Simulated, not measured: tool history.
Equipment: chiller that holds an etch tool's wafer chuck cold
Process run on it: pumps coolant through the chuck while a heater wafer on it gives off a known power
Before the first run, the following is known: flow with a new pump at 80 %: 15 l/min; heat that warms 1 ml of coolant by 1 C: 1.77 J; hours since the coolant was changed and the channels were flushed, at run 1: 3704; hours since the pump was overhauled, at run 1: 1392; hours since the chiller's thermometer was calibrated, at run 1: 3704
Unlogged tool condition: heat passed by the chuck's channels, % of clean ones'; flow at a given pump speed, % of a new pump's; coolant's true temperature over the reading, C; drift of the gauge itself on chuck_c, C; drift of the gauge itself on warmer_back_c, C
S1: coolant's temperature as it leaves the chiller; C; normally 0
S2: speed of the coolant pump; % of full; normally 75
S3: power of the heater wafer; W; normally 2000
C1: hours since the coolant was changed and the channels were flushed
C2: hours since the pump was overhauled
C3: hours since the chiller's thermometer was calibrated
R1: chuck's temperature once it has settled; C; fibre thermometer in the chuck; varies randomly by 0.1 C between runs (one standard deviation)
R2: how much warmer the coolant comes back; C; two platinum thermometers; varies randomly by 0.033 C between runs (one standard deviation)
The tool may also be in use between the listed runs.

run 1 day=0 | S1=0 S2=75 S3=2000 | C1=3704 C2=1392 C3=3704 | R1=24.2 R2=4.99
run 2 day=3.442 | S1=0 S2=75 S3=2000 | C1=3787 C2=1475 C3=3787 | R1=24.2 R2=5.03
run 3 day=7.433 | S1=0 S2=75 S3=2000 | C1=3883 C2=1570 C3=3883 | R1=24.3 R2=4.97
run 4 day=10.738 | S1=0 S2=75 S3=2000 | C1=3962 C2=1650 C3=3962 | R1=24.4 R2=5.01
run 5 day=14.338 | S1=0 S2=75 S3=2000 | C1=4048 C2=1736 C3=4048 | R1=24.4 R2=5.02
-- day=18.221 chiller's thermometer calibrated
run 6 day=21.992 | S1=0 S2=75 S3=2000 | C1=4231 C2=1919 C3=90 | R1=24.2 R2=5.05
run 7 day=29.162 | S1=0 S2=75 S3=2000 | C1=4403 C2=2091 C3=263 | R1=24.2 R2=5.07
run 8 day=35.554 | S1=0 S2=75 S3=2000 | C1=4557 C2=2244 C3=416 | R1=24.4 R2=5.08
run 9 day=42.558 | S1=0 S2=75 S3=2000 | C1=4725 C2=2413 C3=584 | R1=24.7 R2=5.1
run 10 day=48.104 | S1=0 S2=75 S3=2000 | C1=4858 C2=2546 C3=717 | R1=24.7 R2=5.14
run 11 day=52.871 | S1=0 S2=75 S3=2000 | C1=4972 C2=2660 C3=832 | R1=24.9 R2=5.18
run 12 day=59.254 | S1=6 S2=75 S3=1723 | C1=5125 C2=2813 C3=985 | R1=27.5 R2=4.41
-- day=65.662 chiller's thermometer calibrated, once more
run 13 day=67.054 | S1=7 S2=79 S3=1871 | C1=5312 C2=2999 C3=33 | R1=30.9 R2=4.62
run 14 day=74.725 | S1=7 S2=79 S3=1871 | C1=5496 C2=3183 C3=217 | R1=31.2 R2=4.6
run 15 day=79.333 | S1=-4 S2=86 S3=1903 | C1=5606 C2=3294 C3=328 | R1=19 R2=4.32
run 16 day=85.417 | S1=-9 S2=64 S3=2224 | C1=5752 C2=3440 C3=474 | R1=25.8 R2=6.83
run 17 day=91.662 | S1=0 S2=79 S3=2456 | C1=5902 C2=3590 C3=624 | R1=32.3 R2=6.11
run 18 day=98.942 | S1=-4 S2=66 S3=1364 | C1=6077 C2=3765 C3=799 | R1=16.9 R2=4.09
run 19 day=103.883 | S1=-7 S2=74 S3=1398 | C1=6196 C2=3883 C3=917 | R1=12.4 R2=3.76
run 20 day=107.258 | S1=-9 S2=82 S3=1587 | C1=6277 C2=3964 C3=998 | R1=11.2 R2=3.85
run 21 day=110.725 | S1=3 S2=92 S3=2215 | C1=6360 C2=4048 C3=1082 | R1=29.2 R2=4.73
run 22 day=116.821 | S1=-2 S2=73 S3=2964 | C1=6506 C2=4194 C3=1228 | R1=40.7 R2=8.05

Here are 3 independent what-if runs from the current tool condition. What would each one return?
run A day=121.088 | S1=0 S2=75 S3=2185 | C1=6608 C2=4296 C3=1330 | R1=? R2=?
run B day=121.088 | S1=8 S2=99 S3=1229 | C1=6608 C2=4296 C3=1330 | R1=? R2=?
run C day=121.088 | S1=-2 S2=98 S3=2964 | C1=6608 C2=4296 C3=1330 | R1=? R2=?

run=A R1=30.9 R2=5.84
run=B R1=21.7 R2=2.46
run=C R1=31.2 R2=6.02
Take away the tool's hidden state, keep each run's random variation, and the runs would have read:
run=A R1=24.2 R2=5.29
run=B R1=18.8 R2=2.22
run=C R1=23.9 R2=5.45
